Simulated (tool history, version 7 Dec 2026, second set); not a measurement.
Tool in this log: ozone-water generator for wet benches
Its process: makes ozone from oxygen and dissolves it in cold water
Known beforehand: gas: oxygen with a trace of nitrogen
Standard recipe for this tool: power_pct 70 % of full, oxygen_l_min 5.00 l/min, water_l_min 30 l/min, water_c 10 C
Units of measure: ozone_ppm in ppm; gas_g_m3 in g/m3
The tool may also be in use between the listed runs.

{"run": 1, "hour": 0.0, "power_pct": 70, "oxygen_l_min": 5.0, "water_l_min": 30, "water_c": 10, "ozone_ppm": 24.3, "gas_g_m3": 254.2}
{"run": 2, "hour": 133.5, "power_pct": 70, "oxygen_l_min": 5.0, "water_l_min": 30, "water_c": 10, "ozone_ppm": 24.6, "gas_g_m3": 253.4}
{"run": 3, "hour": 239.5, "power_pct": 70, "oxygen_l_min": 5.0, "water_l_min": 30, "water_c": 10, "ozone_ppm": 24.0, "gas_g_m3": 253.0}
{"run": 4, "hour": 347.6, "power_pct": 70, "oxygen_l_min": 5.0, "water_l_min": 30, "water_c": 10, "ozone_ppm": 24.1, "gas_g_m3": 250.4}
{"run": 5, "hour": 468.7, "power_pct": 70, "oxygen_l_min": 5.0, "water_l_min": 30, "water_c": 10, "ozone_ppm": 24.3, "gas_g_m3": 250.4}
{"run": 6, "hour": 593.6, "power_pct": 58, "oxygen_l_min": 2.54, "water_l_min": 47, "water_c": 10, "ozone_ppm": 12.1, "gas_g_m3": 338.4}
{"run": 7, "hour": 701.7, "power_pct": 91, "oxygen_l_min": 2.54, "water_l_min": 47, "water_c": 6, "ozone_ppm": 17.0, "gas_g_m3": 465.2}
{"run": 8, "hour": 828.9, "power_pct": 65, "oxygen_l_min": 2.92, "water_l_min": 27, "water_c": 6, "ozone_ppm": 23.9, "gas_g_m3": 335.0}

Run 9 has not been measured yet. What should we expect?
{"run": 9, "hour": 951.8, "power_pct": 70, "oxygen_l_min": 6.64, "water_l_min": 30, "water_c": 10, "ozone_ppm": "?", "gas_g_m3": "?"}

{"run 9": {"ozone_ppm": 24.2, "gas_g_m3": 210.6}}
On a tool with no hidden condition, and with the same random variation, this run would have come out at ozone_ppm 26.5 ppm, gas_g_m3 227.9 g/m3.
